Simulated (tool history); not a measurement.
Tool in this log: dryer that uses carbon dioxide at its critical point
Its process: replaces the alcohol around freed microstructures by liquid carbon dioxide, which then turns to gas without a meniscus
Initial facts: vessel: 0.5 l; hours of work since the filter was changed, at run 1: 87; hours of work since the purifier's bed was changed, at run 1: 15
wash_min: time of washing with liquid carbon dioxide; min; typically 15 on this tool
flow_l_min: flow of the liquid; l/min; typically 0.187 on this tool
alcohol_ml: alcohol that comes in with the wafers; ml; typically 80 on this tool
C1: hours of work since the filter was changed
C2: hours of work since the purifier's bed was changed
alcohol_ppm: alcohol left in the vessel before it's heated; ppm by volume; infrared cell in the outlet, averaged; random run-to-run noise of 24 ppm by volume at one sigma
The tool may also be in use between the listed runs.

Run 1, hour 0: usual settings; C1 87; C2 15. Result: alcohol_ppm 1969 ppm by volume.
Run 2, hour 10: usual settings; C1 90; C2 18. Result: alcohol_ppm 1957 ppm by volume.
Run 3, hour 18.7: usual settings; C1 94; C2 21. Result: alcohol_ppm 1925 ppm by volume.
Run 4, hour 25.4: usual settings but flow_l_min 0.227 l/min; C1 96; C2 24. Result: alcohol_ppm 778 ppm by volume.
Run 5, hour 34.8: usual settings but flow_l_min 0.227 l/min; C1 99; C2 27. Result: alcohol_ppm 795 ppm by volume.
Run 6, hour 42.9: usual settings but flow_l_min 0.137 l/min; C1 102; C2 30. Result: alcohol_ppm 6333 ppm by volume.
Run 7, hour 48.3: usual settings but flow_l_min 0.137 l/min; C1 104; C2 32. Result: alcohol_ppm 6517 ppm by volume.
Run 8, hour 56.8: usual settings but flow_l_min 0.137 l/min; C1 107; C2 35. Result: alcohol_ppm 6430 ppm by volume.
Run 9, hour 65.3: usual settings but wash_min 10 min; C1 110; C2 38. Result: alcohol_ppm 8570 ppm by volume.
Run 10, hour 75.8: usual settings but wash_min 10 min, alcohol_ml 96 ml; C1 114; C2 42. Result: alcohol_ppm 10556 ppm by volume.
Run 11, hour 88.7: usual settings but wash_min 10 min, alcohol_ml 96 ml; C1 118; C2 46. Result: alcohol_ppm 10164 ppm by volume.
Run 12, hour 95.5: usual settings but wash_min 10 min, alcohol_ml 96 ml; C1 121; C2 49. Result: alcohol_ppm 10579 ppm by volume.
Run 13, hour 106.5: usual settings; C1 125; C2 52. Result: alcohol_ppm 2139 ppm by volume.
Run 14, hour 119.5: usual settings; C1 129; C2 57. Result: alcohol_ppm 2113 ppm by volume.
Run 15, hour 127.8: usual settings; C1 132; C2 60. Result: alcohol_ppm 2099 ppm by volume.
Run 16, hour 134.5: usual settings; C1 135; C2 62. Result: alcohol_ppm 2133 ppm by volume.
Run 17, hour 140.4: usual settings; C1 137; C2 65. Result: alcohol_ppm 2126 ppm by volume.
Run 18, hour 151.7: usual settings; C1 141; C2 69. Result: alcohol_ppm 2203 ppm by volume.
Run 19, hour 160.9: usual settings; C1 144; C2 72. Result: alcohol_ppm 2219 ppm by volume.
Run 20, hour 172.6: usual settings; C1 148; C2 76. Result: alcohol_ppm 2140 ppm by volume.
Run 21, hour 179.5: usual settings; C1 151; C2 78. Result: alcohol_ppm 2217 ppm by volume.
Run 22, hour 189.8: usual settings; C1 154; C2 82. Result: alcohol_ppm 2176 ppm by volume.
Run 23, hour 198.1: usual settings; C1 157; C2 85. Result: alcohol_ppm 2269 ppm by volume.
Run 24, hour 210.7: usual settings but wash_min 18 min, flow_l_min 0.114 l/min, alcohol_ml 47 ml; C1 162; C2 90. Result: alcohol_ppm 4135 ppm by volume.
Run 25, hour 221.9: usual settings but wash_min 21 min, flow_l_min 0.14 l/min, alcohol_ml 63 ml; C1 166; C2 94. Result: alcohol_ppm 1443 ppm by volume.
Run 26, hour 229.7: usual settings but wash_min 21 min, flow_l_min 0.14 l/min, alcohol_ml 79 ml; C1 169; C2 96. Result: alcohol_ppm 1829 ppm by volume.
Run 27, hour 240.1: usual settings but wash_min 21 min, flow_l_min 0.14 l/min, alcohol_ml 79 ml; C1 172; C2 100. Result: alcohol_ppm 1844 ppm by volume.
Run 28, hour 246.6: usual settings but wash_min 21 min, flow_l_min 0.14 l/min, alcohol_ml 79 ml; C1 175; C2 102. Result: alcohol_ppm 1870 ppm by volume.
Run 29, hour 258.4: usual settings but wash_min 21 min, flow_l_min 0.15 l/min, alcohol_ml 116 ml; C1 179; C2 107. Result: alcohol_ppm 2016 ppm by volume.
Run 30, hour 271.3: usual settings but wash_min 21 min, flow_l_min 0.15 l/min, alcohol_ml 116 ml; C1 184; C2 111. Result: alcohol_ppm 2067 ppm by volume.
Run 31, hour 277.7: usual settings but wash_min 13 min, flow_l_min 0.265 l/min, alcohol_ml 21 ml; C1 186; C2 113. Result: alcohol_ppm 277 ppm by volume.
Run 32, hour 290.1: usual settings but flow_l_min 0.193 l/min, alcohol_ml 24 ml; C1 190; C2 118. Result: alcohol_ppm 654 ppm by volume.
Run 33, hour 297.1: usual settings but wash_min 10 min, alcohol_ml 65 ml; C1 193; C2 120. Result: alcohol_ppm 8004 ppm by volume.
Run 34, hour 305.6: usual settings but wash_min 10 min, alcohol_ml 65 ml; C1 196; C2 123. Result: alcohol_ppm 8023 ppm by volume.
Run 35, hour 319: usual settings but wash_min 10 min, alcohol_ml 65 ml; C1 200; C2 128. Result: alcohol_ppm 8047 ppm by volume.
Run 36, hour 330.9: usual settings but wash_min 16 min, flow_l_min 0.13 l/min, alcohol_ml 42 ml; C1 205; C2 132. Result: alcohol_ppm 3831 ppm by volume.
Run 37, hour 344.1: usual settings but wash_min 11 min, alcohol_ml 30 ml; C1 209; C2 137. Result: alcohol_ppm 2924 ppm by volume.
Run 38, hour 356: usual settings but wash_min 14 min, flow_l_min 0.199 l/min, alcohol_ml 33 ml; C1 214; C2 141. Result: alcohol_ppm 1098 ppm by volume.
Run 39, hour 363.8: usual settings but wash_min 14 min, flow_l_min 0.199 l/min, alcohol_ml 21 ml; C1 216; C2 144. Result: alcohol_ppm 699 ppm by volume.
Run 40, hour 369.5: usual settings but wash_min 14 min, flow_l_min 0.199 l/min, alcohol_ml 21 ml; C1 219; C2 146. Result: alcohol_ppm 728 ppm by volume.
Run 41, hour 375.3: usual settings but wash_min 11 min, flow_l_min 0.199 l/min, alcohol_ml 21 ml; C1 221; C2 148. Result: alcohol_ppm 1691 ppm by volume.
Run 42, hour 381.2: usual settings but wash_min 11 min, flow_l_min 0.199 l/min, alcohol_ml 21 ml; C1 223; C2 150. Result: alcohol_ppm 1678 ppm by volume.
Run 43, hour 392: usual settings but wash_min 11 min, flow_l_min 0.199 l/min, alcohol_ml 21 ml; C1 227; C2 154. Result: alcohol_ppm 1700 ppm by volume.
Run 44, hour 399.8: usual settings but flow_l_min 0.155 l/min, alcohol_ml 56 ml; C1 229; C2 157. Result: alcohol_ppm 3719 ppm by volume.
Run 45, hour 412.8: usual settings but wash_min 24 min, alcohol_ml 36 ml; C1 234; C2 162. Result: alcohol_ppm 134 ppm by volume.
Run 46, hour 425.6: usual settings but wash_min 10 min, flow_l_min 0.258 l/min; C1 238; C2 166. Result: alcohol_ppm 3876 ppm by volume.

Each row is a separate what-if for the run after 46, all from the same tool condition, not one after another. Results?
Run A, hour 435.8: usual settings but wash_min 10 min, flow_l_min 0.125 l/min; C1 242; C2 170. Result: alcohol_ppm ?.
Run B, hour 435.8: usual settings but flow_l_min 0.182 l/min, alcohol_ml 93 ml; C1 242; C2 170. Result: alcohol_ppm ?.
Run C, hour 435.8: usual settings but wash_min 14 min, flow_l_min 0.293 l/min, alcohol_ml 89 ml; C1 242; C2 170. Result: alcohol_ppm ?.

run  alcohol_ppm
  A        25966
  B         3589
  C          496
Without the tool's unlogged condition, the same runs would have read:
run  alcohol_ppm
  A        20128
  B         2062
  C          212

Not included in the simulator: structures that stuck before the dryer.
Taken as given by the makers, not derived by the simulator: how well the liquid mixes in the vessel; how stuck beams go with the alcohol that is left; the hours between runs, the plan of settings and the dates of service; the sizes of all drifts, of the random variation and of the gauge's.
